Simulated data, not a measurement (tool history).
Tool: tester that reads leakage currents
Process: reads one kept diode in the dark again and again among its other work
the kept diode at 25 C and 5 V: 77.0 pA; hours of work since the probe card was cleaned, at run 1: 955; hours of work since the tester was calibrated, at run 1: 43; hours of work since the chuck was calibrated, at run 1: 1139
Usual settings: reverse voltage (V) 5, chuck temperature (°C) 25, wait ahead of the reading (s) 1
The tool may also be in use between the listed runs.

run,hour,reverse voltage (V),chuck temperature (°C),wait ahead of the reading (s),hours of work since the probe card was cleaned,hours of work since the tester was calibrated,hours of work since the chuck was calibrated,current that the tester gives (pA)
1,0,5,25,1,955,43,1139,87.68
2,31.3,5,25,1,979,68,1164,88.09
3,64.7,5.55,25,1,1005,94,1190,92.17
4,106.7,5.55,25,1,1038,127,1223,92.57
5,148.6,5.55,25,1,1071,160,1256,92.33
6,187.8,5,25,1,1102,190,1286,88.92
7,213.7,1.37,25,1,1122,211,1307,52.55
8,236.5,1.37,25,1,1140,229,1325,52.44
9,279.1,1.37,25,1,1173,262,1358,52.61
10,310.4,1.37,25,1,1198,287,1383,52.64
11,349.8,5,25,1,1229,317,1413,90.14
12,374.8,5.5,25,1,1249,337,1433,93.47
13,412.5,5,25,1,1278,367,1463,90.73
14,440.6,5,25,1,1300,389,1485,90.31
15,459.7,5,37,1,1315,404,1500,256.08
16,479.9,5,37,1,1331,420,1516,256.5
17,503.1,5,37,1,1349,438,1534,256.84
18,524.7,6.95,29,1.12,1366,455,1551,147.05
19,557.6,6.95,29,1.12,1392,480,1576,147.33
20,595.7,6.95,29,1.12,1422,510,1606,147.62
21,617.7,3.78,25,1.12,1439,528,1624,80.77
22,643.4,3.16,25,0.59,1459,548,1644,75.72
23,667.3,3.16,25,0.59,1478,567,1663,75.82
24,698,3.16,25,0.59,1502,591,1687,76.17
25,735.5,3.16,21,7.7,1532,620,1716,52.8
26,754.8,3.16,21,7.7,1547,635,1731,52.95
27,778.2,17.71,21,0.31,1565,654,1750,138.11
28,805.7,17.71,21,0.31,1587,675,1771,138.68
29,824.1,3.98,24,0.97,1601,690,1786,76.77
30,850.2,5,28,9.81,1622,710,1806,118.41
31,874.8,5,25,9.52,1641,729,1825,91.9

Forecast each of these 3 alternatives for the next run:
A,911.4,3.36,42,7.2,1670,758,1854,?
B,911.4,3.79,47,0.65,1670,758,1854,?
C,911.4,1.76,30,1,1670,758,1854,?

run,current that the tester gives (pA)
A,344.56
B,545.54
C,93.23
Without the tool's hidden state the same runs would have given:
run,current that the tester gives (pA)
A,322.88
B,515.38
C,85.28
